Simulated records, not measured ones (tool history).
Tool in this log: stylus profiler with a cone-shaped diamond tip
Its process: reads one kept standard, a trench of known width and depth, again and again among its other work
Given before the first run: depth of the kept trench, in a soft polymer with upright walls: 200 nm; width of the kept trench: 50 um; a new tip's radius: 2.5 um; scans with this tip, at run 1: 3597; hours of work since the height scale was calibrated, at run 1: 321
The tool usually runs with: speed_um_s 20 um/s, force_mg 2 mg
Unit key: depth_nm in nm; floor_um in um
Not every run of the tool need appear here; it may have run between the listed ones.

run	hour	speed_um_s	force_mg	scans with this tip	hours of work since the height scale was calibrated	depth_nm	floor_um
1	0	20	2	3597	321	201.91	47.86
2	14.8	20	2	3709	331	201.61	47.9
3	29.9	20	2	3824	341	201.77	47.91
4	39.8	49	2	3900	348	201.66	47.82
5	50.8	49	2	3984	356	201.85	47.83
6	62.1	20	2	4070	363	201.77	47.89
7	77.3	20	2	4186	374	201.62	47.9
8	85.4	20	2	4248	379	201.77	47.86
9	95.7	20	2	4326	386	201.98	47.91
10	107.3	20	2	4414	394	202.02	47.92
11	123.9	20	2	4541	405	201.85	47.89
12	136.5	20	1.98	4637	414	201.8	47.89
# hour 138.7: height scale calibrated on a step standard
13	153.2	30	2	4761	10	202.02	47.79
14	172.5	30	2	4908	23	202.17	47.87
15	190.8	11	0.92	5047	35	201.52	47.85
# hour 199.9: height scale calibrated on a step standard, once more
16	203.4	17	1.51	5139	2	201.11	47.83
17	221.2	10	3.46	5275	15	202.13	47.9
18	234.2	22	1.03	5374	23	200.99	47.87
19	242.1	9	0.8	5435	29	200.97	47.88
20	255.6	9	0.8	5537	38	200.84	47.88
21	274.7	11	2.32	5683	51	201.67	47.89
22	283.2	11	2.32	5748	57	201.83	47.83
23	297.7	66	5.93	5858	67	203.07	47.81

Consider 5 possible next runs. They are alternatives, not a sequence: every one starts from the tool as it was left by run 23. What does each give?
A	315.1	66	2.27	5991	78	?	?
B	315.1	6	3.39	5991	78	?	?
C	315.1	12	2.99	5991	78	?	?
D	315.1	16	5.93	5991	78	?	?
E	315.1	7	2.8	5991	78	?	?

run	depth_nm	floor_um
A	201.72	47.78
B	202.27	47.9
C	202.01	47.86
D	203.06	47.88
E	202.09	47.9
Had the tool no hidden state, the same runs would have come out as:
run	depth_nm	floor_um
A	201.6	47.93
B	202.14	48.05
C	201.89	48.01
D	202.94	48.02
E	201.97	48.05
